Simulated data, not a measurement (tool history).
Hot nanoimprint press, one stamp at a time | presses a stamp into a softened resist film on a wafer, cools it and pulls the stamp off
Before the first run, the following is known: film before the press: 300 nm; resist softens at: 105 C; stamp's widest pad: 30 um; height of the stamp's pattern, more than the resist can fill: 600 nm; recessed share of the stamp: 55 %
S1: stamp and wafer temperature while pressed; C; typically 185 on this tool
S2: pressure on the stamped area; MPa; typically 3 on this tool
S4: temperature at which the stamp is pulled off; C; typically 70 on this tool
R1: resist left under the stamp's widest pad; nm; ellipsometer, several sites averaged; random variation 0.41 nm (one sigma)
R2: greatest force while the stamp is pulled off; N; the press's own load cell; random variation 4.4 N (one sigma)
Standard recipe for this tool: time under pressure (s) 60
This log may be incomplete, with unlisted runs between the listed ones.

Run 1, hour 0: usual settings. Result: R1 127 nm, R2 211 N.
Run 2, hour 78.2: usual settings but S4 63 C. Result: R1 127.3 nm, R2 256 N.
Run 3, hour 165.3: usual settings but S1 193 C. Result: R1 94.5 nm, R2 226 N.
Run 4, hour 225.6: usual settings but S1 193 C. Result: R1 94.7 nm, R2 220 N.
Run 5, hour 262.5: usual settings but S1 193 C. Result: R1 95 nm, R2 215 N.
Run 6, hour 334.5: usual settings but S1 193 C. Result: R1 94.5 nm, R2 217 N.
At hour 353.3: plate thermocouple calibrated.
Run 7, hour 401.7: usual settings. Result: R1 127.8 nm, R2 215 N.
Run 8, hour 455: usual settings. Result: R1 127.5 nm, R2 214 N.
Run 9, hour 493.4: usual settings. Result: R1 127.3 nm, R2 214 N.
Run 10, hour 550.7: usual settings. Result: R1 127.3 nm, R2 221 N.
Run 11, hour 618.2: usual settings. Result: R1 127 nm, R2 216 N.
Run 12, hour 656.1: usual settings. Result: R1 127.5 nm, R2 212 N.
At hour 719.6: stamp cleaned and given a new release coat.
Run 13, hour 723.8: usual settings. Result: R1 127 nm, R2 218 N.
At hour 757.1: plate thermocouple calibrated.
Run 14, hour 781.5: usual settings. Result: R1 127.6 nm, R2 217 N.
Run 15, hour 828.4: usual settings. Result: R1 127.9 nm, R2 213 N.
Run 16, hour 887.5: usual settings but S1 193 C, time under pressure (s) 37, S4 71 C. Result: R1 117.8 nm, R2 211 N.
Run 17, hour 946.7: usual settings but S1 173 C, S2 2.92 MPa. Result: R1 195.6 nm, R2 215 N.
Run 18, hour 1034.7: usual settings but S1 173 C, S2 3.25 MPa, time under pressure (s) 84. Result: R1 169.1 nm, R2 215 N.
Run 19, hour 1103.5: usual settings but S1 184 C, time under pressure (s) 54. Result: R1 138.6 nm, R2 215 N.
At hour 1154.8: plate thermocouple calibrated.
Run 20, hour 1192.5: usual settings but S1 184 C, time under pressure (s) 54. Result: R1 139 nm, R2 223 N.
Run 21, hour 1237.9: usual settings but S2 1.97 MPa, S4 61 C. Result: R1 152.3 nm, R2 280 N.
At hour 1271.5: press's hydraulic seals changed and the load cell set to zero.
Run 22, hour 1301.3: usual settings but S1 184 C, S2 1.97 MPa, S4 61 C. Result: R1 156.6 nm, R2 264 N.
Run 23, hour 1342.5: usual settings but S1 184 C, S2 1.97 MPa, S4 61 C. Result: R1 156.8 nm, R2 267 N.
Run 24, hour 1404.5: usual settings but S1 184 C, S2 1.97 MPa, S4 61 C. Result: R1 157.2 nm, R2 265 N.
Run 25, hour 1450.7: usual settings but S1 173 C, S2 1.86 MPa. Result: R1 221.8 nm, R2 227 N.
Run 26, hour 1523.4: usual settings but S2 2.81 MPa. Result: R1 132.4 nm, R2 209 N.
At hour 1561: plate thermocouple calibrated.
At hour 1567: stamp cleaned and given a new release coat.
Run 27, hour 1587.5: usual settings but S2 4.69 MPa. Result: R1 105.7 nm, R2 210 N.
Run 28, hour 1655.8: usual settings but S1 186 C, S2 2.29 MPa, time under pressure (s) 91, S4 71 C. Result: R1 117.3 nm, R2 211 N.

Each row is a separate what-if for the run after 28, all from the same tool condition, not one after another. Results?
Run A, hour 1739.8: usual settings but time under pressure (s) 40, S4 77 C. Result: R1 ?, R2 ?.
Run B, hour 1739.8: usual settings but S1 194 C, S2 1.9 MPa, time under pressure (s) 37, S4 71 C. Result: R1 ?, R2 ?.
Run C, hour 1739.8: usual settings but S1 197 C, S2 3.25 MPa. Result: R1 ?, R2 ?.
Run D, hour 1739.8: usual settings but S2 2.17 MPa, S4 71 C. Result: R1 ?, R2 ?.
Run E, hour 1739.8: usual settings but S2 3.6 MPa, time under pressure (s) 35, S4 71 C. Result: R1 ?, R2 ?.

run     R1   R2
  A  151.4  172
  B  138.8  210
  C   80.3  220
  D  146.8  209
  E  147.5  213
Without the tool's unlogged condition, the same runs would have read:
run     R1   R2
  A  148.6  172
  B  136.2  210
  C   78.8  220
  D  144.1  209
  E  144.8  213
